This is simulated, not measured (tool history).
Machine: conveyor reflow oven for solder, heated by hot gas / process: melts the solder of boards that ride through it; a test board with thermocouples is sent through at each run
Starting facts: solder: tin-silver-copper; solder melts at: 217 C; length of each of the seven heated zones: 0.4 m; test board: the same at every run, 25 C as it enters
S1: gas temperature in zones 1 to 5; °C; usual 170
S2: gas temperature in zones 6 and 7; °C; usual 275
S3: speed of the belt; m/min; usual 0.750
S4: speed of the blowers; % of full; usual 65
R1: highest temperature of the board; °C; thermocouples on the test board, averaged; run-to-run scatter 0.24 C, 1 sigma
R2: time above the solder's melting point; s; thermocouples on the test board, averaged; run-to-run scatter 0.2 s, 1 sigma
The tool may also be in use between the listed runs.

run 1 hour=0.0 | S1=170 S2=275 S3=0.750 S4=65 | R1=248.3 R2=42.5
run 2 hour=15.1 | S1=170 S2=275 S3=0.658 S4=65 | R1=253.5 R2=53.7
run 3 hour=21.6 | S1=170 S2=275 S3=0.818 S4=65 | R1=243.6 R2=35.2
run 4 hour=34.7 | S1=170 S2=275 S3=0.818 S4=65 | R1=244.3 R2=35.0
run 5 hour=52.6 | S1=170 S2=275 S3=0.818 S4=65 | R1=246.8 R2=38.2
run 6 hour=59.4 | S1=170 S2=275 S3=0.818 S4=65 | R1=247.3 R2=37.9
run 7 hour=68.0 | S1=170 S2=275 S3=0.818 S4=65 | R1=247.5 R2=38.0
run 8 hour=82.5 | S1=170 S2=275 S3=0.750 S4=65 | R1=250.3 R2=44.7
run 9 hour=95.5 | S1=170 S2=275 S3=0.750 S4=65 | R1=250.7 R2=44.9
run 10 hour=109.4 | S1=170 S2=275 S3=0.750 S4=65 | R1=250.2 R2=44.5
run 11 hour=117.2 | S1=170 S2=275 S3=0.750 S4=65 | R1=249.9 R2=44.1
run 12 hour=129.9 | S1=170 S2=275 S3=0.750 S4=65 | R1=250.0 R2=44.4
run 13 hour=140.0 | S1=170 S2=275 S3=0.684 S4=65 | R1=254.3 R2=51.8
run 14 hour=155.4 | S1=170 S2=275 S3=0.750 S4=75 | R1=253.7 R2=47.4
run 15 hour=167.4 | S1=170 S2=275 S3=0.750 S4=75 | R1=253.8 R2=47.7
run 16 hour=176.8 | S1=177 S2=275 S3=0.750 S4=75 | R1=255.1 R2=50.3
run 17 hour=190.9 | S1=177 S2=275 S3=0.750 S4=75 | R1=255.4 R2=50.3
run 18 hour=200.3 | S1=177 S2=275 S3=0.750 S4=75 | R1=254.9 R2=50.2
run 19 hour=207.0 | S1=180 S2=275 S3=0.750 S4=75 | R1=255.9 R2=51.2
run 20 hour=215.9 | S1=166 S2=275 S3=0.803 S4=70 | R1=247.9 R2=38.7
run 21 hour=233.9 | S1=170 S2=275 S3=0.818 S4=59 | R1=243.0 R2=34.4
run 22 hour=244.7 | S1=170 S2=266 S3=0.818 S4=59 | R1=236.2 R2=28.2
run 23 hour=251.5 | S1=170 S2=266 S3=0.818 S4=59 | R1=236.2 R2=28.3
run 24 hour=261.0 | S1=171 S2=266 S3=0.854 S4=51 | R1=229.7 R2=18.9
run 25 hour=270.3 | S1=171 S2=266 S3=0.854 S4=51 | R1=229.4 R2=19.0
run 26 hour=284.3 | S1=170 S2=275 S3=0.898 S4=68 | R1=242.4 R2=30.9
run 27 hour=298.6 | S1=183 S2=275 S3=0.716 S4=68 | R1=255.2 R2=55.0
run 28 hour=315.0 | S1=170 S2=275 S3=0.750 S4=53 | R1=242.3 R2=36.2
run 29 hour=323.2 | S1=181 S2=275 S3=0.614 S4=53 | R1=253.8 R2=60.7
run 30 hour=334.6 | S1=166 S2=275 S3=0.791 S4=65 | R1=244.8 R2=35.7

The log once held 3 entries between its listed runs, left out of this copy. Where does each go, and what is different about the tool's unlogged condition between the listed run before it and the listed run after it?
Logged between run 4 and run 5: flux residue cleaned out of gas plates and filters (hour 43.7)
  heat that the gas passes to the board, % of a clean oven's: 90.7 -> 99.6; belt's true speed, % of the reading: 99.06 -> 99.04; true gas temperature in zones 6 and 7 over the reading, C: -0.54 -> -0.56
  difference, measured minus the result without the unlogged condition, R1: -3.2 -> -0.1 °C; R2: -2.5 -> +0.4 s
Logged between run 20 and run 21: belt drive overhauled, speed set with a stopwatch (hour 221.0)
  heat that the gas passes to the board, % of a clean oven's: 96.1 -> 95.8; belt's true speed, % of the reading: 98.79 -> 98.37; true gas temperature in zones 6 and 7 over the reading, C: -0.84 -> -0.87
  difference, measured minus the result without the unlogged condition, R1: -1.5 -> -1.2 °C; R2: -0.7 -> -0.5 s
Logged between run 27 and run 28: belt drive overhauled, speed set with a stopwatch, once more (hour 306.1)
  heat that the gas passes to the board, % of a clean oven's: 94.5 -> 94.2; belt's true speed, % of the reading: 98.27 -> 99.94; true gas temperature in zones 6 and 7 over the reading, C: -0.98 -> -1
  difference, measured minus the result without the unlogged condition, R1: -1.7 -> -2.4 °C; R2: -0.2 -> -2.3 s
